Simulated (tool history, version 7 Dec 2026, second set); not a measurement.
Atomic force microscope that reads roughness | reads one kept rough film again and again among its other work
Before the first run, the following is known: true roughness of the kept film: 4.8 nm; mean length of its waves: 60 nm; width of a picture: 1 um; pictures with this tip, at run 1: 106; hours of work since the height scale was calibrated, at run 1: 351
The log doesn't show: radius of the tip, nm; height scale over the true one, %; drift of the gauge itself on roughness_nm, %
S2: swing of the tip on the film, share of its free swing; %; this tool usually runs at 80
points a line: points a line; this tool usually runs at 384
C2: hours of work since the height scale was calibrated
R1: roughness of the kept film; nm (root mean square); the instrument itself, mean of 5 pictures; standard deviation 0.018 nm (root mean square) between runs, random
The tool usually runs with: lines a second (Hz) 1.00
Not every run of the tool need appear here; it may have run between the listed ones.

run 1 hour=0.0 | lines_a_second_(Hz)=1.00 S2=80 points_a_line=384 | pictures_with_this_tip=106 C2=351 | R1=4.413
run 2 hour=15.1 | lines_a_second_(Hz)=1.00 S2=80 points_a_line=384 | pictures_with_this_tip=125 C2=359 | R1=4.431
run 3 hour=32.3 | lines_a_second_(Hz)=1.00 S2=80 points_a_line=384 | pictures_with_this_tip=145 C2=369 | R1=4.368
run 4 hour=44.1 | lines_a_second_(Hz)=1.00 S2=80 points_a_line=384 | pictures_with_this_tip=160 C2=375 | R1=4.338
run 5 hour=66.2 | lines_a_second_(Hz)=1.00 S2=80 points_a_line=384 | pictures_with_this_tip=187 C2=387 | R1=4.394
run 6 hour=79.6 | lines_a_second_(Hz)=1.00 S2=80 points_a_line=384 | pictures_with_this_tip=203 C2=395 | R1=4.410
-- hour=88.7 new tip fitted
run 7 hour=90.6 | lines_a_second_(Hz)=1.00 S2=58 points_a_line=384 | pictures_with_this_tip=3 C2=400 | R1=4.554
run 8 hour=100.4 | lines_a_second_(Hz)=1.00 S2=58 points_a_line=384 | pictures_with_this_tip=15 C2=406 | R1=4.560
run 9 hour=112.9 | lines_a_second_(Hz)=1.00 S2=58 points_a_line=384 | pictures_with_this_tip=30 C2=413 | R1=4.529
run 10 hour=128.0 | lines_a_second_(Hz)=0.68 S2=59 points_a_line=384 | pictures_with_this_tip=48 C2=421 | R1=4.562
run 11 hour=143.4 | lines_a_second_(Hz)=1.03 S2=73 points_a_line=310 | pictures_with_this_tip=67 C2=429 | R1=4.459
run 12 hour=157.3 | lines_a_second_(Hz)=1.03 S2=73 points_a_line=310 | pictures_with_this_tip=84 C2=437 | R1=4.484
run 13 hour=172.6 | lines_a_second_(Hz)=0.73 S2=77 points_a_line=428 | pictures_with_this_tip=102 C2=445 | R1=4.505
run 14 hour=186.5 | lines_a_second_(Hz)=0.76 S2=77 points_a_line=861 | pictures_with_this_tip=119 C2=453 | R1=4.472
run 15 hour=204.0 | lines_a_second_(Hz)=0.76 S2=77 points_a_line=861 | pictures_with_this_tip=141 C2=463 | R1=4.504
run 16 hour=226.9 | lines_a_second_(Hz)=0.76 S2=77 points_a_line=861 | pictures_with_this_tip=168 C2=475 | R1=4.463

3 ways to go on from here, each from the tool as it stands after run 16. What would each give?
run A hour=249.2 | lines_a_second_(Hz)=0.76 S2=70 points_a_line=792 | pictures_with_this_tip=196 C2=487 | R1=?
run B hour=249.2 | lines_a_second_(Hz)=1.94 S2=79 points_a_line=521 | pictures_with_this_tip=196 C2=487 | R1=?
run C hour=249.2 | lines_a_second_(Hz)=0.59 S2=64 points_a_line=888 | pictures_with_this_tip=196 C2=487 | R1=?

run=A R1=4.496
run=B R1=4.230
run=C R1=4.599
Take away the tool's hidden state, keep each run's random variation, and the runs would have read:
run=A R1=4.513
run=B R1=4.245
run=C R1=4.616
